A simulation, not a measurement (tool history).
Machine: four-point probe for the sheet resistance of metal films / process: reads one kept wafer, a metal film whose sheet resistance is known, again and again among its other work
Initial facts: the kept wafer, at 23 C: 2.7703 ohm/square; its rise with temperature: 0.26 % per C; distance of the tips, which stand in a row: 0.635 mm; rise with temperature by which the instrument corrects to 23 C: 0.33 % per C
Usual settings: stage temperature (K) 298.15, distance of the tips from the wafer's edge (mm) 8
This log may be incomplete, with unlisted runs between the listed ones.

| run | hour | stage temperature (K) | distance of the tips from the wafer's edge (mm) | sheet resistance as the instrument gives it (ohm/square) |
|---|---|---|---|---|
| 1 | 0 | 298.15 | 8 | 2.776907 |
| 2 | 26.9 | 298.15 | 8 | 2.776661 |
| 3 | 55.1 | 298.15 | 8 | 2.777018 |
| 4 | 85.4 | 298.15 | 8 | 2.776816 |
| 5 | 116.6 | 298.15 | 8 | 2.77639 |
| 6 | 161.8 | 298.15 | 8 | 2.777385 |
| 7 | 189 | 304.15 | 8 | 2.764669 |
| 8 | 243.2 | 293.15 | 8 | 2.78469 |
| 9 | 296.1 | 298.15 | 11 | 2.771314 |
| 10 | 323.8 | 298.15 | 5 | 2.789716 |
| 11 | 375.1 | 298.15 | 5 | 2.789857 |
| 12 | 422.5 | 298.15 | 63 | 2.766592 |
| 13 | 463.2 | 298.15 | 63 | 2.765922 |
| 14 | 512.5 | 296.15 | 4 | 2.807123 |
| 15 | 557.4 | 296.15 | 4 | 2.806557 |
| 16 | 588.4 | 296.15 | 39 | 2.769154 |
| 17 | 628.2 | 296.15 | 39 | 2.769506 |
| 18 | 661.4 | 304.15 | 46 | 2.753988 |
| 19 | 698.6 | 304.15 | 46 | 2.754599 |
| 20 | 749.6 | 295.15 | 10 | 2.776736 |
| 21 | 800.1 | 303.15 | 8 | 2.765134 |
| 22 | 827.3 | 298.15 | 17 | 2.767196 |
| 23 | 867.5 | 292.15 | 28 | 2.776504 |
| 24 | 917.5 | 300.15 | 69 | 2.760006 |
| 25 | 964.8 | 294.15 | 33 | 2.772321 |

Forecast each of these 3 alternatives for the next run:
|  | 971.1 | stage's thermometer calibrated |
| A | 1009.2 | 301.15 | 62 | ? |
|  | 971.1 | stage's thermometer calibrated |
| B | 1009.2 | 299.15 | 8 | ? |
|  | 971.1 | stage's thermometer calibrated |
| C | 1009.2 | 300.15 | 64 | ? |

| run | sheet resistance as the instrument gives it (ohm/square) |
|---|---|
| A | 2.757153 |
| B | 2.770799 |
| C | 2.759583 |
Without the tool's unlogged condition, the same runs would have read:
| run | sheet resistance as the instrument gives it (ohm/square) |
|---|---|
| A | 2.76143 |
| B | 2.775095 |
| C | 2.763863 |

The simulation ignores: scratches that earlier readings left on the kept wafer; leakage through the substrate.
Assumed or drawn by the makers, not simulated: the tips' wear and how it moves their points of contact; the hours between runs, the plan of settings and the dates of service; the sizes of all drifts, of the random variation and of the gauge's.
